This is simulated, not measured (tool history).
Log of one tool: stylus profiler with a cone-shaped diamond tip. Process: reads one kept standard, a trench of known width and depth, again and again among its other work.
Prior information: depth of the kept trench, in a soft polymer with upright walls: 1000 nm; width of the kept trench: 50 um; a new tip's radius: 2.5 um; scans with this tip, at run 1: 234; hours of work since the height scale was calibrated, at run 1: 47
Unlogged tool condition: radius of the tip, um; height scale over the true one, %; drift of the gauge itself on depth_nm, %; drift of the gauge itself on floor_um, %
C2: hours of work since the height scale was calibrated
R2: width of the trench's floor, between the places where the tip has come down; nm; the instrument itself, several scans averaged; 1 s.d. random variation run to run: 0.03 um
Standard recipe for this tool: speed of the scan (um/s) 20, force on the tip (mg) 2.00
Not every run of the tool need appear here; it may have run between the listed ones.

Run 1, day 0.000: usual settings; scans with this tip 234; C2 47. Result: depth of the trench (Å) 10087.0, R2 45850 nm.
Run 2, day 1.458: usual settings; scans with this tip 325; C2 65. Result: depth of the trench (Å) 10086.6, R2 45830 nm.
Run 3, day 2.612: usual settings; scans with this tip 396; C2 79. Result: depth of the trench (Å) 10091.9, R2 45860 nm.
Run 4, day 4.046: usual settings but speed of the scan (um/s) 8; scans with this tip 485; C2 96. Result: depth of the trench (Å) 10087.6, R2 45810 nm.
Run 5, day 5.529: usual settings but force on the tip (mg) 1.29; scans with this tip 576; C2 115. Result: depth of the trench (Å) 10062.4, R2 45780 nm.
Run 6, day 6.892: usual settings but force on the tip (mg) 5.33; scans with this tip 661; C2 132. Result: depth of the trench (Å) 10167.0, R2 45800 nm.
At day 7.025: height scale calibrated on a step standard.
Run 7, day 8.338: usual settings but force on the tip (mg) 5.33; scans with this tip 749; C2 16. Result: depth of the trench (Å) 10161.0, R2 45790 nm.
At day 9.662: height scale calibrated on a step standard, once more.
Run 8, day 9.804: usual settings but force on the tip (mg) 5.33; scans with this tip 838; C2 2. Result: depth of the trench (Å) 10167.5, R2 45720 nm.
Run 9, day 11.042: usual settings but force on the tip (mg) 5.33; scans with this tip 915; C2 17. Result: depth of the trench (Å) 10165.4, R2 45750 nm.
Run 10, day 11.683: usual settings but force on the tip (mg) 5.33; scans with this tip 955; C2 25. Result: depth of the trench (Å) 10169.0, R2 45770 nm.
Run 11, day 12.725: usual settings but force on the tip (mg) 5.33; scans with this tip 1019; C2 38. Result: depth of the trench (Å) 10171.0, R2 45770 nm.
Run 12, day 13.354: usual settings but force on the tip (mg) 5.33; scans with this tip 1058; C2 46. Result: depth of the trench (Å) 10170.1, R2 45710 nm.
Run 13, day 14.800: usual settings but speed of the scan (um/s) 11, force on the tip (mg) 3.16; scans with this tip 1148; C2 63. Result: depth of the trench (Å) 10116.2, R2 45770 nm.
Run 14, day 15.696: usual settings but speed of the scan (um/s) 9, force on the tip (mg) 3.16; scans with this tip 1203; C2 74. Result: depth of the trench (Å) 10118.6, R2 45770 nm.
Run 15, day 16.704: usual settings but speed of the scan (um/s) 9, force on the tip (mg) 3.16; scans with this tip 1265; C2 87. Result: depth of the trench (Å) 10120.6, R2 45660 nm.
Run 16, day 18.075: usual settings but speed of the scan (um/s) 75, force on the tip (mg) 3.16; scans with this tip 1350; C2 104. Result: depth of the trench (Å) 10118.6, R2 45580 nm.
Run 17, day 18.758: usual settings but force on the tip (mg) 4.12; scans with this tip 1393; C2 112. Result: depth of the trench (Å) 10138.7, R2 45690 nm.
Run 18, day 19.521: usual settings but speed of the scan (um/s) 21, force on the tip (mg) 0.74; scans with this tip 1440; C2 122. Result: depth of the trench (Å) 10039.5, R2 45560 nm.

Difference, measured minus no-hidden-state, one row per run. Run-to-run variation is common to both terms; the gauge's own scatter need not be:
run  depth of the trench (Å)    R2
  1                     -0.6   -90
  2                     -1.0  -100
  3                     -1.3  -120
  4                     -1.7  -130
  5                     -2.1  -150
  6                     -2.5  -170
  7                     -4.0  -180
  8                     -0.7  -200
  9                     -1.1  -220
 10                     -1.2  -220
 11                     -1.5  -230
 12                     -1.7  -240
 13                     -2.1  -270
 14                     -2.3  -270
 15                     -2.6  -280
 16                     -3.0  -300
 17                     -3.2  -300
 18                     -3.3  -320
